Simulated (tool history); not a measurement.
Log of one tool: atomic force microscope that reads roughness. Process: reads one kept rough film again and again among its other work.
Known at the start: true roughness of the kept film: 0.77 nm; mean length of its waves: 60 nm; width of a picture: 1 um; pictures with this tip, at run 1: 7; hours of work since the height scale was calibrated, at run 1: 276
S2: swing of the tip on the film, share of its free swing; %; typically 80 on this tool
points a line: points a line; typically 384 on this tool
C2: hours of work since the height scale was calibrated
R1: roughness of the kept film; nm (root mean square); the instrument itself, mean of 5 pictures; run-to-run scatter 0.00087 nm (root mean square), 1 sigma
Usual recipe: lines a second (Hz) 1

run 1 hour=0 | lines_a_second_(Hz)=1 S2=80 points_a_line=384 | pictures_with_this_tip=7 C2=276 | R1=0.7194
run 2 hour=5.9 | lines_a_second_(Hz)=1 S2=57 points_a_line=384 | pictures_with_this_tip=18 C2=279 | R1=0.7505
run 3 hour=18.6 | lines_a_second_(Hz)=1 S2=57 points_a_line=384 | pictures_with_this_tip=42 C2=286 | R1=0.7509
run 4 hour=24 | lines_a_second_(Hz)=1 S2=57 points_a_line=384 | pictures_with_this_tip=52 C2=289 | R1=0.7502
run 5 hour=32.5 | lines_a_second_(Hz)=1 S2=57 points_a_line=384 | pictures_with_this_tip=68 C2=293 | R1=0.7499
run 6 hour=44.8 | lines_a_second_(Hz)=0.57 S2=80 points_a_line=384 | pictures_with_this_tip=91 C2=300 | R1=0.7355
run 7 hour=56.8 | lines_a_second_(Hz)=0.57 S2=67 points_a_line=327 | pictures_with_this_tip=113 C2=306 | R1=0.7466
run 8 hour=65.2 | lines_a_second_(Hz)=1.62 S2=66 points_a_line=393 | pictures_with_this_tip=129 C2=311 | R1=0.7276
run 9 hour=73.5 | lines_a_second_(Hz)=1.62 S2=81 points_a_line=790 | pictures_with_this_tip=144 C2=315 | R1=0.6893
run 10 hour=83.3 | lines_a_second_(Hz)=1.62 S2=81 points_a_line=790 | pictures_with_this_tip=163 C2=321 | R1=0.6896
run 11 hour=93.8 | lines_a_second_(Hz)=1.88 S2=80 points_a_line=262 | pictures_with_this_tip=182 C2=326 | R1=0.6806
run 12 hour=102.2 | lines_a_second_(Hz)=1.55 S2=80 points_a_line=392 | pictures_with_this_tip=198 C2=331 | R1=0.6925

What if the next run were any one of these 5? Each begins from the tool's condition after run 12:
run A hour=111.9 | lines_a_second_(Hz)=0.55 S2=80 points_a_line=392 | pictures_with_this_tip=216 C2=336 | R1=?
run B hour=111.9 | lines_a_second_(Hz)=2.38 S2=67 points_a_line=683 | pictures_with_this_tip=216 C2=336 | R1=?
run C hour=111.9 | lines_a_second_(Hz)=1 S2=69 points_a_line=384 | pictures_with_this_tip=216 C2=336 | R1=?
run D hour=111.9 | lines_a_second_(Hz)=1.55 S2=71 points_a_line=392 | pictures_with_this_tip=216 C2=336 | R1=?
run E hour=111.9 | lines_a_second_(Hz)=1.55 S2=88 points_a_line=392 | pictures_with_this_tip=216 C2=336 | R1=?

run=A R1=0.7343
run=B R1=0.7093
run=C R1=0.734
run=D R1=0.7164
run=E R1=0.6667
Without the tool's hidden state the same runs would have given:
run=A R1=0.741
run=B R1=0.7158
run=C R1=0.7408
run=D R1=0.723
run=E R1=0.6728
